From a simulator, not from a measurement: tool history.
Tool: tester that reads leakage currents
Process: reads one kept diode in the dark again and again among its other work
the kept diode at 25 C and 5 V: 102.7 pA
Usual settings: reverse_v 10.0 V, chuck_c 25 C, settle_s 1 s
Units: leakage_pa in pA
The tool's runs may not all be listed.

{"run": 1, "day": 0.0, "reverse_v": 10.0, "chuck_c": 25, "settle_s": 1, "leakage_pa": 150.71}
{"run": 2, "day": 2.604, "reverse_v": 10.0, "chuck_c": 25, "settle_s": 1, "leakage_pa": 151.51}
{"run": 3, "day": 5.312, "reverse_v": 10.0, "chuck_c": 25, "settle_s": 1, "leakage_pa": 152.95}
{"run": 4, "day": 8.446, "reverse_v": 10.0, "chuck_c": 25, "settle_s": 1, "leakage_pa": 152.5}
{"run": 5, "day": 12.483, "reverse_v": 10.0, "chuck_c": 25, "settle_s": 1, "leakage_pa": 154.48}
{"run": 6, "day": 15.504, "reverse_v": 10.0, "chuck_c": 25, "settle_s": 1, "leakage_pa": 156.84}
{"run": 7, "day": 18.329, "reverse_v": 10.0, "chuck_c": 25, "settle_s": 1, "leakage_pa": 156.25}
{"run": 8, "day": 20.288, "reverse_v": 10.0, "chuck_c": 25, "settle_s": 1, "leakage_pa": 157.22}
{"run": 9, "day": 23.171, "reverse_v": 10.0, "chuck_c": 25, "settle_s": 1, "leakage_pa": 157.91}
{"run": 10, "day": 27.6, "reverse_v": 10.0, "chuck_c": 25, "settle_s": 1, "leakage_pa": 159.91}
{"run": 11, "day": 29.862, "reverse_v": 13.1, "chuck_c": 25, "settle_s": 1, "leakage_pa": 180.17}
{"run": 12, "day": 33.8, "reverse_v": 13.1, "chuck_c": 25, "settle_s": 1, "leakage_pa": 181.89}
{"run": 13, "day": 35.792, "reverse_v": 13.1, "chuck_c": 25, "settle_s": 1, "leakage_pa": 182.89}
{"day": 37.412, "done": "chuck's temperature calibrated"}
{"run": 14, "day": 37.871, "reverse_v": 13.1, "chuck_c": 25, "settle_s": 1, "leakage_pa": 170.11}
{"run": 15, "day": 41.092, "reverse_v": 13.1, "chuck_c": 25, "settle_s": 1, "leakage_pa": 172.15}
{"run": 16, "day": 43.8, "reverse_v": 13.1, "chuck_c": 25, "settle_s": 1, "leakage_pa": 173.08}
{"run": 17, "day": 47.767, "reverse_v": 10.0, "chuck_c": 42, "settle_s": 1, "leakage_pa": 612.63}
{"run": 18, "day": 51.567, "reverse_v": 19.6, "chuck_c": 25, "settle_s": 1, "leakage_pa": 213.39}
{"run": 19, "day": 55.8, "reverse_v": 19.6, "chuck_c": 25, "settle_s": 1, "leakage_pa": 215.87}

The next listed run, before its measurement:
{"run": 20, "day": 58.592, "reverse_v": 19.6, "chuck_c": 25, "settle_s": 1, "leakage_pa": "?"}

Run 20 gave leakage_pa 217.85 pA.
Without the tool's hidden state the same run would have given leakage_pa 171.64 pA.
